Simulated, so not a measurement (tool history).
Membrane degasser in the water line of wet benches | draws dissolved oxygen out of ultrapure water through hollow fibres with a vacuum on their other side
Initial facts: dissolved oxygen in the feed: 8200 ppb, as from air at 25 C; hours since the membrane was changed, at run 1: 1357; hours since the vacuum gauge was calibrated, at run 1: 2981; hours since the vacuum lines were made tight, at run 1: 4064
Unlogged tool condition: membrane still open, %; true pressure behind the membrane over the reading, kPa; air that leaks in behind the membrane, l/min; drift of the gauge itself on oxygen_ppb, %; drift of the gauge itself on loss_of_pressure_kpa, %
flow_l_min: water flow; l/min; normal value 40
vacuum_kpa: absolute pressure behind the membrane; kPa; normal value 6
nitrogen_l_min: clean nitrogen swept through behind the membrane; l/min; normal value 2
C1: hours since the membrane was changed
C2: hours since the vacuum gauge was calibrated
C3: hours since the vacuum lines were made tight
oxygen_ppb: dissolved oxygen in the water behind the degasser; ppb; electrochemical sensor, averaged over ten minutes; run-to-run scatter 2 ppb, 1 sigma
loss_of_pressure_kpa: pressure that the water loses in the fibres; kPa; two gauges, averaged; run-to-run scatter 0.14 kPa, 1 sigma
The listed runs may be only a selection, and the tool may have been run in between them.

Run 1, hour 0: usual settings; C1 1357; C2 2981; C3 4064. Result: oxygen_ppb 255.4 ppb, loss_of_pressure_kpa 43.55 kPa.
Run 2, hour 133.7: usual settings but nitrogen_l_min 1.36 l/min; C1 1491; C2 3115; C3 4198. Result: oxygen_ppb 303.1 ppb, loss_of_pressure_kpa 43.34 kPa.
At hour 163.9: seals of the vacuum lines changed.
At hour 222.8: vacuum gauge calibrated.
Run 3, hour 272.5: usual settings but flow_l_min 25 l/min; C1 1627; C2 50; C3 108. Result: oxygen_ppb 112.7 ppb, loss_of_pressure_kpa 27.16 kPa.
Run 4, hour 355.8: usual settings; C1 1710; C2 133; C3 191. Result: oxygen_ppb 248.4 ppb, loss_of_pressure_kpa 43.47 kPa.
Run 5, hour 456.6: usual settings but vacuum_kpa 8.73 kPa; C1 1811; C2 234; C3 292. Result: oxygen_ppb 358.4 ppb, loss_of_pressure_kpa 43.67 kPa.
Run 6, hour 654.2: usual settings but vacuum_kpa 8.73 kPa; C1 2009; C2 431; C3 490. Result: oxygen_ppb 361.9 ppb, loss_of_pressure_kpa 43.64 kPa.
Run 7, hour 818.4: usual settings but vacuum_kpa 8.73 kPa; C1 2173; C2 596; C3 654. Result: oxygen_ppb 369.9 ppb, loss_of_pressure_kpa 43.68 kPa.
Run 8, hour 963: usual settings but vacuum_kpa 8.73 kPa; C1 2318; C2 740; C3 799. Result: oxygen_ppb 368 ppb, loss_of_pressure_kpa 43.81 kPa.
Run 9, hour 1067: usual settings but nitrogen_l_min 1.36 l/min; C1 2421; C2 844; C3 903. Result: oxygen_ppb 294.9 ppb, loss_of_pressure_kpa 43.7 kPa.
Run 10, hour 1182: usual settings but nitrogen_l_min 1.36 l/min; C1 2537; C2 959; C3 1018. Result: oxygen_ppb 301.5 ppb, loss_of_pressure_kpa 43.75 kPa.
Run 11, hour 1366.5: usual settings but nitrogen_l_min 1.36 l/min; C1 2721; C2 1144; C3 1202. Result: oxygen_ppb 304.2 ppb, loss_of_pressure_kpa 43.82 kPa.
Run 12, hour 1564.5: usual settings but nitrogen_l_min 1.36 l/min; C1 2919; C2 1342; C3 1400. Result: oxygen_ppb 305.4 ppb, loss_of_pressure_kpa 43.8 kPa.
Run 13, hour 1736.6: usual settings but nitrogen_l_min 0.89 l/min; C1 3091; C2 1514; C3 1572. Result: oxygen_ppb 371.3 ppb, loss_of_pressure_kpa 43.82 kPa.
Run 14, hour 1909.7: usual settings but nitrogen_l_min 0.89 l/min; C1 3264; C2 1687; C3 1745. Result: oxygen_ppb 374.8 ppb, loss_of_pressure_kpa 43.96 kPa.
Run 15, hour 2104.2: usual settings but nitrogen_l_min 0.89 l/min; C1 3459; C2 1881; C3 1940. Result: oxygen_ppb 380.7 ppb, loss_of_pressure_kpa 43.86 kPa.
Run 16, hour 2236.4: usual settings but nitrogen_l_min 0.89 l/min; C1 3591; C2 2014; C3 2072. Result: oxygen_ppb 381.6 ppb, loss_of_pressure_kpa 44.08 kPa.
Run 17, hour 2344.2: usual settings but nitrogen_l_min 2.81 l/min; C1 3699; C2 2121; C3 2180. Result: oxygen_ppb 226.2 ppb, loss_of_pressure_kpa 43.94 kPa.
Run 18, hour 2438.5: usual settings but flow_l_min 26 l/min, vacuum_kpa 3.64 kPa, nitrogen_l_min 0.85 l/min; C1 3793; C2 2216; C3 2274. Result: oxygen_ppb 77 ppb, loss_of_pressure_kpa 28.77 kPa.
Run 19, hour 2622: usual settings but flow_l_min 58 l/min, vacuum_kpa 4.52 kPa, nitrogen_l_min 1.58 l/min; C1 3977; C2 2399; C3 2458. Result: oxygen_ppb 411.9 ppb, loss_of_pressure_kpa 64.13 kPa.
Run 20, hour 2766.3: usual settings but flow_l_min 58 l/min, vacuum_kpa 4.52 kPa, nitrogen_l_min 1.58 l/min; C1 4121; C2 2543; C3 2602. Result: oxygen_ppb 404.3 ppb, loss_of_pressure_kpa 63.8 kPa.
Run 21, hour 2894.1: usual settings but flow_l_min 47 l/min, vacuum_kpa 4.52 kPa, nitrogen_l_min 1.58 l/min; C1 4249; C2 2671; C3 2730. Result: oxygen_ppb 281.8 ppb, loss_of_pressure_kpa 51.9 kPa.
Run 22, hour 3025.3: usual settings but flow_l_min 29 l/min, vacuum_kpa 4.1 kPa, nitrogen_l_min 1.53 l/min; C1 4380; C2 2802; C3 2861. Result: oxygen_ppb 102.4 ppb, loss_of_pressure_kpa 31.95 kPa.
Run 23, hour 3158.1: usual settings but flow_l_min 31 l/min, vacuum_kpa 3.69 kPa; C1 4513; C2 2935; C3 2994. Result: oxygen_ppb 92 ppb, loss_of_pressure_kpa 34.14 kPa.
Run 24, hour 3330.8: usual settings but flow_l_min 36 l/min, vacuum_kpa 12.55 kPa, nitrogen_l_min 5.31 l/min; C1 4685; C2 3108; C3 3166. Result: oxygen_ppb 254.3 ppb, loss_of_pressure_kpa 39.78 kPa.
At hour 3433.8: vacuum gauge calibrated.
Run 25, hour 3508.1: usual settings but flow_l_min 36 l/min, vacuum_kpa 12.55 kPa, nitrogen_l_min 5.31 l/min; C1 4862; C2 74; C3 3343. Result: oxygen_ppb 249.7 ppb, loss_of_pressure_kpa 39.91 kPa.
Run 26, hour 3594.8: usual settings but flow_l_min 36 l/min, vacuum_kpa 12.55 kPa, nitrogen_l_min 5.31 l/min; C1 4949; C2 161; C3 3430. Result: oxygen_ppb 251.2 ppb, loss_of_pressure_kpa 39.92 kPa.
Run 27, hour 3753.7: usual settings but flow_l_min 32 l/min, vacuum_kpa 8.26 kPa, nitrogen_l_min 5.31 l/min; C1 5108; C2 320; C3 3589. Result: oxygen_ppb 149 ppb, loss_of_pressure_kpa 35.49 kPa.
Run 28, hour 3932.6: usual settings but vacuum_kpa 4.92 kPa; C1 5287; C2 499; C3 3768. Result: oxygen_ppb 211.3 ppb, loss_of_pressure_kpa 44.35 kPa.
Run 29, hour 4069: usual settings but flow_l_min 27 l/min, vacuum_kpa 6.37 kPa, nitrogen_l_min 2.55 l/min; C1 5423; C2 635; C3 3904. Result: oxygen_ppb 126.6 ppb, loss_of_pressure_kpa 30.06 kPa.
Run 30, hour 4213.1: usual settings but flow_l_min 27 l/min, vacuum_kpa 14.62 kPa, nitrogen_l_min 1.16 l/min; C1 5567; C2 779; C3 4048. Result: oxygen_ppb 595.3 ppb, loss_of_pressure_kpa 30.03 kPa.
Run 31, hour 4380.9: usual settings but flow_l_min 46 l/min, vacuum_kpa 5.38 kPa, nitrogen_l_min 1.32 l/min; C1 5735; C2 947; C3 4216. Result: oxygen_ppb 344.8 ppb, loss_of_pressure_kpa 51.24 kPa.
At hour 4392.2: seals of the vacuum lines changed.
Run 32, hour 4522.1: usual settings but flow_l_min 46 l/min, vacuum_kpa 5.38 kPa, nitrogen_l_min 1.32 l/min; C1 5874; C2 1086; C3 130. Result: oxygen_ppb 344.7 ppb, loss_of_pressure_kpa 51.53 kPa.

Hidden condition of the tool, last listed run before each entry between runs versus first listed run after:
After run 2, before run 3: seals of the vacuum lines changed (hour 163.9); vacuum gauge calibrated (hour 222.8)
  membrane still open, %: 99 -> 98.9; true pressure behind the membrane over the reading, kPa: 0.21 -> -0.01; air that leaks in behind the membrane, l/min: 0.0118 -> 0.004
  measured less the result without the state, oxygen_ppb: +17.3 -> +1.9 ppb; loss_of_pressure_kpa: +0.42 -> +0.28 kPa
After run 24, before run 25: vacuum gauge calibrated (hour 3433.8)
  membrane still open, %: 97.1 -> 97; true pressure behind the membrane over the reading, kPa: 0.2 -> -0.02; air that leaks in behind the membrane, l/min: 0.0111 -> 0.0115
  measured less the result without the state, oxygen_ppb: +16.2 -> +13.3 ppb; loss_of_pressure_kpa: +1.15 -> +1.19 kPa
After run 31, before run 32: seals of the vacuum lines changed (hour 4392.2)
  membrane still open, %: 96.5 -> 96.4; true pressure behind the membrane over the reading, kPa: 0.04 -> 0.05; air that leaks in behind the membrane, l/min: 0.0135 -> 0.0034
  measured less the result without the state, oxygen_ppb: +26.8 -> +27.7 ppb; loss_of_pressure_kpa: +1.79 -> +1.84 kPa
